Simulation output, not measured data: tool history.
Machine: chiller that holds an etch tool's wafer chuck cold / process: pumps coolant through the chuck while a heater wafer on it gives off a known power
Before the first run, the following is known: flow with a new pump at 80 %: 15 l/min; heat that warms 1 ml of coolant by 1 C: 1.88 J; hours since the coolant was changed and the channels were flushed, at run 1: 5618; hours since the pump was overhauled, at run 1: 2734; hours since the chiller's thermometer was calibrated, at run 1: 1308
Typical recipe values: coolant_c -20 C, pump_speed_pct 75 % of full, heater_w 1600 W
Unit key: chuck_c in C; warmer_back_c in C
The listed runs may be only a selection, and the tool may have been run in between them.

run	hour	coolant_c	pump_speed_pct	heater_w	hours since the coolant was changed and the channels were flushed	hours since the pump was overhauled	hours since the chiller's thermometer was calibrated	chuck_c	warmer_back_c
1	0	-20	75	1600	5618	2734	1308	-3.23	3.8
2	43.1	-20	75	1600	5661	2778	1351	-3.24	3.79
3	119.5	-20	75	1600	5737	2854	1428	-3.33	3.79
4	198.5	-20	75	1600	5816	2933	1507	-3.13	3.79
5	264.5	-20	75	1600	5882	2999	1573	-3.13	3.84
# hour 303.2: coolant changed, channels flushed
6	312.9	-20	75	932	10	3041	1615	-11	2.21
7	382	-20	75	2056	79	3110	1684	0.28	4.88
8	455.1	-20	75	2056	152	3184	1757	0.41	4.9
9	511.3	-20	75	2056	208	3240	1814	0.22	4.88
10	578.2	-20	75	2056	275	3307	1880	0.37	4.92
11	649.4	-20	75	1600	346	3378	1952	-4.21	3.84
12	721.6	-20	75	1600	418	3450	2024	-4.27	3.8
13	754.4	-20	75	1600	451	3483	2057	-4.31	3.83
14	825.6	-20	75	1600	522	3554	2128	-4.04	3.81
15	893.8	-20	75	1600	591	3622	2196	-4.26	3.84
16	942.7	-11	72	1600	640	3671	2245	5.1	4.02
17	984	-11	72	2084	681	3712	2286	10.2	5.21
18	1046.4	-28	72	2084	743	3775	2349	-6.81	5.26
19	1105.8	-28	72	2084	803	3834	2408	-6.77	5.24
20	1154.3	-28	86	1413	851	3883	2457	-15.23	2.93
# hour 1195.9: chiller's thermometer calibrated
21	1220.7	-28	86	1413	916	3948	25	-14.87	2.92
22	1255.8	-28	86	1413	952	3983	60	-14.85	2.92
23	1319.6	-11	75	1600	1015	4047	124	5.17	3.85
24	1352.9	-11	75	1600	1049	4080	157	5.04	3.85
25	1431.2	-20	65	899	1127	4159	235	-10.3	2.54
26	1507.4	-16	75	1206	1203	4235	311	-3.81	2.94
27	1550.3	-20	63	1569	1246	4278	354	-2.48	4.58
28	1627.3	-14	65	1000	1323	4355	431	-2.98	2.81
29	1682.8	-22	71	2302	1379	4410	487	2.16	5.89
30	1751.2	-27	88	2216	1447	4479	555	-6.43	4.53

How the hidden state differs across the entries between the runs, from the last listed run before each to the first after it:
Logged between run 5 and run 6: coolant changed, channels flushed (hour 303.2)
  heat passed by the chuck's channels, % of clean ones': 92.2 -> 99.7; coolant's true temperature over the reading, C: -0.19 -> -0.2
  difference, measured minus the result without the unlogged condition, chuck_c: +1.33 -> +0.04 C; warmer_back_c: +0.15 -> +0.09 C
Logged between run 20 and run 21: chiller's thermometer calibrated (hour 1195.9)
  heat passed by the chuck's channels, % of clean ones': 98.6 -> 98.5; coolant's true temperature over the reading, C: -0.33 -> -0.06
  difference, measured minus the result without the unlogged condition, chuck_c: +0.2 -> +0.49 C; warmer_back_c: +0.15 -> +0.15 C

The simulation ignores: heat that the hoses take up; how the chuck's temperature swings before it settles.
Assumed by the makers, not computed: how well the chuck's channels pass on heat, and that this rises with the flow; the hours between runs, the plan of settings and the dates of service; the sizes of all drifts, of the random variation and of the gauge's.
